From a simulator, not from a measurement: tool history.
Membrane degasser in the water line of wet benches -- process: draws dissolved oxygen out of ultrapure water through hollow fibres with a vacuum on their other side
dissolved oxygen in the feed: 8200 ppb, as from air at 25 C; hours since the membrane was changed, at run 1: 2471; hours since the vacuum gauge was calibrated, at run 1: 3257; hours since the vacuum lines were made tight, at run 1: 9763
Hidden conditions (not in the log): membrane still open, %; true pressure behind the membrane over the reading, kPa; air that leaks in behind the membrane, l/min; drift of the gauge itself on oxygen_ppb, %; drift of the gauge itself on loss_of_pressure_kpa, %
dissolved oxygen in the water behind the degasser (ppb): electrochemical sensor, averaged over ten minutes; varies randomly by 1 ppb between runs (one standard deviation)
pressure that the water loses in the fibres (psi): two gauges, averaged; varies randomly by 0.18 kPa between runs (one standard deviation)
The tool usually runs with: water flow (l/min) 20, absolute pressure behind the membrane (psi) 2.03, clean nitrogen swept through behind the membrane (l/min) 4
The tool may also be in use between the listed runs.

run    hour  water flow (l/min)  absolute pressure behind the membrane (psi)  clean nitrogen swept through behind the membrane (l/min)  hours since the membrane was changed  hours since the vacuum gauge was calibrated  hours since the vacuum lines were made tight  dissolved oxygen in the water behind the degasser (ppb)  pressure that the water loses in the fibres (psi)
  1       0                  20                                         2.03                                                         4                                  2471                                         3257                                          9763                                                      152                                               5.21
  2   122.9                  20                                         2.03                                                         4                                  2594                                         3380                                          9886                                                      151                                              5.143
  3   251.9                  20                                         4.18                                                         4                                  2723                                         3509                                         10015                                                    322.9                                              5.226
  4     374                  20                                         2.03                                                         4                                  2845                                         3631                                         10137                                                    152.6                                              5.211
  5   512.8                  20                                         2.03                                                         4                                  2984                                         3770                                         10276                                                    153.5                                              5.218
  6   575.2                  20                                         2.03                                                         4                                  3046                                         3832                                         10338                                                    152.8                                              5.217
  7   713.6                  14                                         2.03                                                         4                                  3185                                         3970                                         10477                                                    103.5                                              3.614
  8   843.6                  20                                         2.03                                                      4.62                                  3315                                         4100                                         10607                                                    137.3                                              5.207
  9   940.1                  20                                         2.03                                                      4.62                                  3411                                         4197                                         10703                                                    136.6                                              5.208
 10  1060.8                  20                                         2.03                                                         4                                  3532                                         4318                                         10824                                                    154.4                                              5.266
 11  1122.8                  20                                         2.03                                                         4                                  3594                                         4380                                         10886                                                    153.9                                              5.207
 12    1238                  20                                         2.03                                                      2.03                                  3709                                         4495                                         11001                                                    272.3                                              5.198
 13    1315                  20                                         3.84                                                      2.03                                  3786                                         4572                                         11078                                                    544.4                                              5.213
 14  1426.3                  18                                         3.84                                                      2.03                                  3897                                         4683                                         11189                                                    497.7                                              4.701
 15  1563.1                  18                                         3.84                                                      2.03                                  4034                                         4820                                         11326                                                    490.7                                              4.733
 16  1641.1                  18                                         3.84                                                      2.03                                  4112                                         4898                                         11404                                                    496.7                                              4.718
 17  1762.9                  21                                         2.28                                                      2.03                                  4234                                         5020                                         11526                                                      327                                               5.48
 18  1894.2                  19                                         1.71                                                     11.72                                  4365                                         5151                                         11657                                                     53.5                                              4.994
 19  2033.3                  19                                         1.71                                                     11.72                                  4504                                         5290                                         11796                                                     54.4                                              4.956
 20  2128.2                  23                                         2.03                                                      1.69                                  4599                                         5385                                         11891                                                      366                                              5.951
 21  2196.8                  23                                         2.03                                                      1.69                                  4668                                         5454                                         11960                                                    365.2                                              6.018
 22  2304.2                  26                                         2.54                                                      1.69                                  4775                                         5561                                         12067                                                    515.6                                              6.783
 23  2407.9                  16                                         2.77                                                         4                                  4879                                         5665                                         12171                                                    173.3                                              4.163
     2436.3  -- seals of the vacuum lines changed
 24  2511.6                  26                                         1.33                                                      1.86                                  4981                                         5766                                            75                                                      236                                              6.796
 25  2586.1                  26                                         1.33                                                      1.86                                  5055                                         5841                                           150                                                    228.8                                              6.775

For each run, the measured value with the value that run would have given without the tool's hidden condition subtracted. The run-to-run variation is shared by both, the gauge scatter possibly not:
run  dissolved oxygen in the water behind the degasser (ppb)  pressure that the water loses in the fibres (psi)
  1                                                       +5                                             +0.051
  2                                                     +5.1                                             +0.054
  3                                                     +8.8                                             +0.057
  4                                                     +5.5                                             +0.059
  5                                                     +5.7                                             +0.062
  6                                                     +5.8                                             +0.064
  7                                                     +4.8                                             +0.048
  8                                                     +5.6                                             +0.071
  9                                                     +5.6                                             +0.074
 10                                                     +6.3                                             +0.075
 11                                                     +6.4                                             +0.077
 12                                                     +9.8                                              +0.08
 13                                                    +15.1                                             +0.083
 14                                                    +15.2                                             +0.075
 15                                                    +15.4                                              +0.08
 16                                                    +15.7                                             +0.081
 17                                                    +11.6                                             +0.097
 18                                                     +3.5                                              +0.09
 19                                                     +3.7                                             +0.094
 20                                                    +13.3                                             +0.116
 21                                                    +13.4                                             +0.117
 22                                                    +15.5                                             +0.136
 23                                                     +8.3                                             +0.086
 24                                                      +10                                             +0.142
 25                                                     +9.8                                             +0.145
